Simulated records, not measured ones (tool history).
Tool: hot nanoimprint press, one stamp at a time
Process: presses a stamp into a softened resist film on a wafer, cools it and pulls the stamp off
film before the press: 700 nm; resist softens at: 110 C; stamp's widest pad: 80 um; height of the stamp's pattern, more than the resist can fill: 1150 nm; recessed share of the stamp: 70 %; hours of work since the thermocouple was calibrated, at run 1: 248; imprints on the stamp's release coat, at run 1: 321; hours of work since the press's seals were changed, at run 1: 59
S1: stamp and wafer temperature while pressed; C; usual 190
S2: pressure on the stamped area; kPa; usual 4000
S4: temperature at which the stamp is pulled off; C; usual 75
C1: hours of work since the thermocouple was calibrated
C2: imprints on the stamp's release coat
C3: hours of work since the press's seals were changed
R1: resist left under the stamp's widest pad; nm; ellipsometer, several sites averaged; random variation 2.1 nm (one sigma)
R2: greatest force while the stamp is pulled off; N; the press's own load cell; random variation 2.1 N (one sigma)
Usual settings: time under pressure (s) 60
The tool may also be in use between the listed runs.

{"run": 1, "hour": 0.0, "S1": 190, "S2": 4000, "time under pressure (s)": 60, "S4": 75, "C1": 248, "C2": 321, "C3": 59, "R1": 398.9, "R2": 97}
{"run": 2, "hour": 7.6, "S1": 190, "S2": 4000, "time under pressure (s)": 60, "S4": 75, "C1": 252, "C2": 333, "C3": 62, "R1": 398.9, "R2": 99}
{"run": 3, "hour": 13.7, "S1": 190, "S2": 4000, "time under pressure (s)": 60, "S4": 75, "C1": 254, "C2": 342, "C3": 65, "R1": 395.8, "R2": 97}
{"run": 4, "hour": 20.6, "S1": 190, "S2": 4000, "time under pressure (s)": 60, "S4": 75, "C1": 257, "C2": 353, "C3": 68, "R1": 399.6, "R2": 97}
{"run": 5, "hour": 25.0, "S1": 190, "S2": 4000, "time under pressure (s)": 60, "S4": 75, "C1": 259, "C2": 359, "C3": 70, "R1": 391.3, "R2": 99}
{"run": 6, "hour": 31.8, "S1": 190, "S2": 4000, "time under pressure (s)": 60, "S4": 75, "C1": 262, "C2": 369, "C3": 73, "R1": 400.1, "R2": 96}
{"hour": 36.4, "done": "plate thermocouple calibrated"}
{"run": 7, "hour": 38.5, "S1": 194, "S2": 3200, "time under pressure (s)": 60, "S4": 75, "C1": 1, "C2": 375, "C3": 74, "R1": 386.1, "R2": 95}
{"run": 8, "hour": 43.2, "S1": 190, "S2": 4000, "time under pressure (s)": 60, "S4": 81, "C1": 3, "C2": 382, "C3": 76, "R1": 391.2, "R2": 82}
{"run": 9, "hour": 47.9, "S1": 184, "S2": 3770, "time under pressure (s)": 60, "S4": 77, "C1": 5, "C2": 389, "C3": 78, "R1": 481.6, "R2": 91}
{"run": 10, "hour": 56.7, "S1": 200, "S2": 4070, "time under pressure (s)": 60, "S4": 78, "C1": 9, "C2": 402, "C3": 82, "R1": 286.7, "R2": 90}
{"run": 11, "hour": 65.7, "S1": 190, "S2": 4000, "time under pressure (s)": 60, "S4": 78, "C1": 12, "C2": 416, "C3": 86, "R1": 391.6, "R2": 92}

4 ways to go on from here, each from the tool as it stands after run 11. What would each give?
{"run": "A", "hour": 70.0, "S1": 190, "S2": 4000, "time under pressure (s)": 71, "S4": 76, "C1": 14, "C2": 422, "C3": 87, "R1": "?", "R2": "?"}
{"run": "B", "hour": 70.0, "S1": 191, "S2": 5500, "time under pressure (s)": 42, "S4": 75, "C1": 14, "C2": 422, "C3": 87, "R1": "?", "R2": "?"}
{"run": "C", "hour": 70.0, "S1": 182, "S2": 4350, "time under pressure (s)": 60, "S4": 75, "C1": 14, "C2": 422, "C3": 87, "R1": "?", "R2": "?"}
{"run": "D", "hour": 70.0, "S1": 198, "S2": 4000, "time under pressure (s)": 116, "S4": 82, "C1": 14, "C2": 422, "C3": 87, "R1": "?", "R2": "?"}

run=A R1=374.8 R2=95
run=B R1=358.1 R2=97
run=C R1=483.8 R2=95
run=D R1=240.2 R2=79
Without the tool's hidden state the same runs would have given:
run=A R1=380.0 R2=94
run=B R1=363.1 R2=97
run=C R1=490.5 R2=95
run=D R1=243.6 R2=78
